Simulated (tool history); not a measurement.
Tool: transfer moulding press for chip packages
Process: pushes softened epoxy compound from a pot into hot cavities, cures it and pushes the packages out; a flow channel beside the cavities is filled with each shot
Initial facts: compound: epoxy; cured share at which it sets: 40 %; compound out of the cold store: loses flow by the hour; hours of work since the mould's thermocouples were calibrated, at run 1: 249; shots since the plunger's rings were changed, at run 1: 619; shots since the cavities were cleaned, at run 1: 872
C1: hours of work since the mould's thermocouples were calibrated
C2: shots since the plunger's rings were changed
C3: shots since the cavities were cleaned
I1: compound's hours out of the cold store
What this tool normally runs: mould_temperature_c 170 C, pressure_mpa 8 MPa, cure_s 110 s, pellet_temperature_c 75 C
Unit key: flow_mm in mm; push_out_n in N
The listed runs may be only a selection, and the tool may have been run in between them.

run 1 hour=0 | mould_temperature_c=170 pressure_mpa=8 cure_s=110 pellet_temperature_c=75 | C1=249 C2=619 C3=872 | I1=15 | flow_mm=533 push_out_n=331
run 2 hour=9.6 | mould_temperature_c=170 pressure_mpa=8 cure_s=110 pellet_temperature_c=75 | C1=256 C2=734 C3=987 | I1=34.5 | flow_mm=506 push_out_n=327
-- hour=13.9 cavities cleaned with cleaning compound and waxed
run 3 hour=18.5 | mould_temperature_c=170 pressure_mpa=8 cure_s=110 pellet_temperature_c=75 | C1=261 C2=822 C3=55 | I1=39.5 | flow_mm=501 push_out_n=325
run 4 hour=25.3 | mould_temperature_c=170 pressure_mpa=8 cure_s=110 pellet_temperature_c=82 | C1=265 C2=903 C3=136 | I1=46.4 | flow_mm=493 push_out_n=322
run 5 hour=35.9 | mould_temperature_c=170 pressure_mpa=8 cure_s=110 pellet_temperature_c=75 | C1=273 C2=1030 C3=263 | I1=15.6 | flow_mm=536 push_out_n=330
run 6 hour=50 | mould_temperature_c=170 pressure_mpa=8 cure_s=110 pellet_temperature_c=75 | C1=282 C2=1198 C3=431 | I1=47.3 | flow_mm=500 push_out_n=331
run 7 hour=58.2 | mould_temperature_c=170 pressure_mpa=8 cure_s=110 pellet_temperature_c=75 | C1=288 C2=1295 C3=528 | I1=45.8 | flow_mm=499 push_out_n=321
run 8 hour=69.8 | mould_temperature_c=170 pressure_mpa=8 cure_s=110 pellet_temperature_c=75 | C1=296 C2=1433 C3=666 | I1=10.5 | flow_mm=543 push_out_n=331
run 9 hour=79.3 | mould_temperature_c=170 pressure_mpa=8 cure_s=110 pellet_temperature_c=75 | C1=302 C2=1547 C3=780 | I1=21.9 | flow_mm=526 push_out_n=327
run 10 hour=85.9 | mould_temperature_c=170 pressure_mpa=8 cure_s=110 pellet_temperature_c=75 | C1=307 C2=1625 C3=858 | I1=19.2 | flow_mm=532 push_out_n=325
run 11 hour=95.8 | mould_temperature_c=167 pressure_mpa=8.7 cure_s=97 pellet_temperature_c=80 | C1=313 C2=1743 C3=976 | I1=15.3 | flow_mm=564 push_out_n=482
-- hour=101.4 cavities cleaned with cleaning compound and waxed
run 12 hour=107.9 | mould_temperature_c=170 pressure_mpa=8 cure_s=145 pellet_temperature_c=66 | C1=321 C2=1870 C3=78 | I1=45.3 | flow_mm=501 push_out_n=279
run 13 hour=113.9 | mould_temperature_c=170 pressure_mpa=8 cure_s=145 pellet_temperature_c=80 | C1=325 C2=1940 C3=148 | I1=32.9 | flow_mm=514 push_out_n=267
run 14 hour=120.3 | mould_temperature_c=170 pressure_mpa=8 cure_s=145 pellet_temperature_c=80 | C1=329 C2=2017 C3=225 | I1=20.3 | flow_mm=531 push_out_n=285
run 15 hour=127.5 | mould_temperature_c=170 pressure_mpa=7.59 cure_s=113 pellet_temperature_c=79 | C1=334 C2=2103 C3=311 | I1=24.8 | flow_mm=507 push_out_n=307
run 16 hour=133.3 | mould_temperature_c=170 pressure_mpa=7.59 cure_s=113 pellet_temperature_c=79 | C1=338 C2=2172 C3=380 | I1=23 | flow_mm=513 push_out_n=310
run 17 hour=141.5 | mould_temperature_c=175 pressure_mpa=8 cure_s=117 pellet_temperature_c=83 | C1=343 C2=2270 C3=478 | I1=29.2 | flow_mm=507 push_out_n=269
run 18 hour=149.6 | mould_temperature_c=173 pressure_mpa=9.77 cure_s=140 pellet_temperature_c=74 | C1=349 C2=2367 C3=575 | I1=10.1 | flow_mm=587 push_out_n=280

Branching from run 18: 5 alternative next runs. What would each branch give?
run A hour=156.5 | mould_temperature_c=170 pressure_mpa=8 cure_s=110 pellet_temperature_c=82 | C1=354 C2=2448 C3=656 | I1=10.7 | flow_mm=? push_out_n=?
run B hour=156.5 | mould_temperature_c=173 pressure_mpa=9.77 cure_s=110 pellet_temperature_c=81 | C1=354 C2=2448 C3=656 | I1=41.2 | flow_mm=? push_out_n=?
run C hour=156.5 | mould_temperature_c=171 pressure_mpa=6.28 cure_s=140 pellet_temperature_c=75 | C1=354 C2=2448 C3=656 | I1=8.2 | flow_mm=? push_out_n=?
run D hour=156.5 | mould_temperature_c=170 pressure_mpa=7.75 cure_s=103 pellet_temperature_c=82 | C1=354 C2=2448 C3=656 | I1=40.5 | flow_mm=? push_out_n=?
run E hour=156.5 | mould_temperature_c=167 pressure_mpa=9.77 cure_s=140 pellet_temperature_c=74 | C1=354 C2=2448 C3=656 | I1=14.2 | flow_mm=? push_out_n=?

run=A flow_mm=544 push_out_n=342
run=B flow_mm=546 push_out_n=306
run=C flow_mm=483 push_out_n=286
run=D flow_mm=493 push_out_n=347
run=E flow_mm=603 push_out_n=302
Without the tool's unlogged condition, the same runs would have read:
run=A flow_mm=545 push_out_n=338
run=B flow_mm=547 push_out_n=303
run=C flow_mm=483 push_out_n=283
run=D flow_mm=494 push_out_n=343
run=E flow_mm=604 push_out_n=299

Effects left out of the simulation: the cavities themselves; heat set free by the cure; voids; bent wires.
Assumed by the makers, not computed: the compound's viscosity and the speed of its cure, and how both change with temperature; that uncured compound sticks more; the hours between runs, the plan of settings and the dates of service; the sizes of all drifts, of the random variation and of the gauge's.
